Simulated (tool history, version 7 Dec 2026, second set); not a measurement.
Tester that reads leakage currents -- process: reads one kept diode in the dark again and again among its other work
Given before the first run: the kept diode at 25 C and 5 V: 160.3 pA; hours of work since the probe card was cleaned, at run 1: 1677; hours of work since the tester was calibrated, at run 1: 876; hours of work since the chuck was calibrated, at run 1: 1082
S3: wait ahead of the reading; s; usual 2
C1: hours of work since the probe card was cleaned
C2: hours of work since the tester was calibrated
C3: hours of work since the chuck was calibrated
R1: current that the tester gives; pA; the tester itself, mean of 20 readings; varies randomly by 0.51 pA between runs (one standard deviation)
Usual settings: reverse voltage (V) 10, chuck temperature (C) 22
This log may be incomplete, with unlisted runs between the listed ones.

run 1 day=0 | reverse_voltage_(V)=10 chuck_temperature_(C)=22 S3=2 | C1=1677 C2=876 C3=1082 | R1=169.84
run 2 day=1.962 | reverse_voltage_(V)=10 chuck_temperature_(C)=22 S3=2 | C1=1712 C2=911 C3=1117 | R1=168.86
run 3 day=3.829 | reverse_voltage_(V)=10.3 chuck_temperature_(C)=22 S3=2 | C1=1745 C2=944 C3=1150 | R1=171.16
run 4 day=7.642 | reverse_voltage_(V)=10 chuck_temperature_(C)=22 S3=4.7 | C1=1813 C2=1012 C3=1218 | R1=168.78
run 5 day=11.65 | reverse_voltage_(V)=10 chuck_temperature_(C)=22 S3=0.79 | C1=1884 C2=1083 C3=1289 | R1=169.82
run 6 day=14.758 | reverse_voltage_(V)=10 chuck_temperature_(C)=22 S3=7.61 | C1=1939 C2=1139 C3=1345 | R1=169.76
run 7 day=17.104 | reverse_voltage_(V)=10 chuck_temperature_(C)=22 S3=7.61 | C1=1981 C2=1180 C3=1387 | R1=169.09
run 8 day=20.421 | reverse_voltage_(V)=10 chuck_temperature_(C)=22 S3=7.61 | C1=2040 C2=1239 C3=1446 | R1=169.6
run 9 day=22.867 | reverse_voltage_(V)=1.6 chuck_temperature_(C)=22 S3=7.61 | C1=2084 C2=1283 C3=1489 | R1=74.99
run 10 day=25.242 | reverse_voltage_(V)=1.6 chuck_temperature_(C)=22 S3=7.61 | C1=2126 C2=1325 C3=1531 | R1=75.41
run 11 day=28.692 | reverse_voltage_(V)=10 chuck_temperature_(C)=33 S3=2 | C1=2187 C2=1386 C3=1593 | R1=420.89
-- day=29.133 chuck's temperature calibrated
run 12 day=32.617 | reverse_voltage_(V)=10 chuck_temperature_(C)=33 S3=2 | C1=2256 C2=1455 C3=62 | R1=420.97
run 13 day=34.467 | reverse_voltage_(V)=10 chuck_temperature_(C)=33 S3=2 | C1=2288 C2=1488 C3=95 | R1=419.55
run 14 day=36.221 | reverse_voltage_(V)=10 chuck_temperature_(C)=33 S3=2 | C1=2320 C2=1519 C3=126 | R1=421.49
run 15 day=38.971 | reverse_voltage_(V)=10 chuck_temperature_(C)=41 S3=2 | C1=2369 C2=1568 C3=175 | R1=784.81
run 16 day=41.671 | reverse_voltage_(V)=10 chuck_temperature_(C)=22 S3=2 | C1=2417 C2=1616 C3=223 | R1=169.03
run 17 day=45.288 | reverse_voltage_(V)=10 chuck_temperature_(C)=22 S3=2 | C1=2481 C2=1680 C3=287 | R1=168.38
run 18 day=47.942 | reverse_voltage_(V)=10 chuck_temperature_(C)=22 S3=2.41 | C1=2528 C2=1727 C3=335 | R1=168.59
run 19 day=50.242 | reverse_voltage_(V)=10 chuck_temperature_(C)=22 S3=2.41 | C1=2569 C2=1768 C3=375 | R1=170.08
run 20 day=52.088 | reverse_voltage_(V)=1.8 chuck_temperature_(C)=59 S3=9.38 | C1=2602 C2=1801 C3=408 | R1=1344.55
-- day=53.146 probe card cleaned and baked
run 21 day=54.717 | reverse_voltage_(V)=1.8 chuck_temperature_(C)=59 S3=0.34 | C1=28 C2=1846 C3=453 | R1=1344.75
run 22 day=57.804 | reverse_voltage_(V)=13.1 chuck_temperature_(C)=59 S3=1.59 | C1=83 C2=1900 C3=508 | R1=3234.46
run 23 day=61.388 | reverse_voltage_(V)=18.4 chuck_temperature_(C)=21 S3=0.98 | C1=147 C2=1964 C3=571 | R1=204.83
run 24 day=63.2 | reverse_voltage_(V)=18.4 chuck_temperature_(C)=21 S3=0.98 | C1=179 C2=1996 C3=604 | R1=205.25
run 25 day=67.017 | reverse_voltage_(V)=3 chuck_temperature_(C)=24 S3=0.31 | C1=247 C2=2064 C3=672 | R1=117.96
run 26 day=69.55 | reverse_voltage_(V)=9.7 chuck_temperature_(C)=41 S3=0.4 | C1=292 C2=2109 C3=717 | R1=777.76
run 27 day=72.871 | reverse_voltage_(V)=9.7 chuck_temperature_(C)=41 S3=0.4 | C1=351 C2=2168 C3=776 | R1=778.9
run 28 day=76.775 | reverse_voltage_(V)=9.7 chuck_temperature_(C)=39 S3=9.16 | C1=420 C2=2238 C3=845 | R1=666.58
run 29 day=78.917 | reverse_voltage_(V)=1.2 chuck_temperature_(C)=58 S3=2 | C1=458 C2=2276 C3=883 | R1=1047.83
run 30 day=82.596 | reverse_voltage_(V)=1.2 chuck_temperature_(C)=58 S3=2 | C1=524 C2=2341 C3=949 | R1=1043.22
run 31 day=86.3 | reverse_voltage_(V)=12.7 chuck_temperature_(C)=45 S3=0.32 | C1=590 C2=2407 C3=1014 | R1=1176.6
run 32 day=88.738 | reverse_voltage_(V)=6.9 chuck_temperature_(C)=26 S3=3.78 | C1=633 C2=2451 C3=1058 | R1=202.02
run 33 day=90.588 | reverse_voltage_(V)=15.5 chuck_temperature_(C)=21 S3=2.47 | C1=666 C2=2484 C3=1091 | R1=188.08
run 34 day=93.888 | reverse_voltage_(V)=10 chuck_temperature_(C)=36 S3=2 | C1=725 C2=2542 C3=1149 | R1=536.23
run 35 day=96.204 | reverse_voltage_(V)=12 chuck_temperature_(C)=51 S3=0.67 | C1=766 C2=2583 C3=1191 | R1=1778.2
run 36 day=98.433 | reverse_voltage_(V)=10 chuck_temperature_(C)=24 S3=4.79 | C1=805 C2=2623 C3=1230 | R1=200.58
run 37 day=101.421 | reverse_voltage_(V)=10 chuck_temperature_(C)=24 S3=4.79 | C1=859 C2=2676 C3=1283 | R1=200.84

Entry by entry between the runs, the difference in hidden state between the last listed run before and the first listed run after:
Between runs 11 and 12: chuck's temperature calibrated (day 29.133)
  true chuck temperature over the reading, C: 0.02 -> 0
  measured result minus the result with no hidden state, R1: +0.85 -> +0.08 pA
Between runs 20 and 21: probe card cleaned and baked (day 53.146)
  stray current of the dirty probe card, pA a volt: 0.033 -> 0.02; true chuck temperature over the reading, C: 0 -> 0.01
  measured result minus the result with no hidden state, R1: +0.37 -> +0.4 pA

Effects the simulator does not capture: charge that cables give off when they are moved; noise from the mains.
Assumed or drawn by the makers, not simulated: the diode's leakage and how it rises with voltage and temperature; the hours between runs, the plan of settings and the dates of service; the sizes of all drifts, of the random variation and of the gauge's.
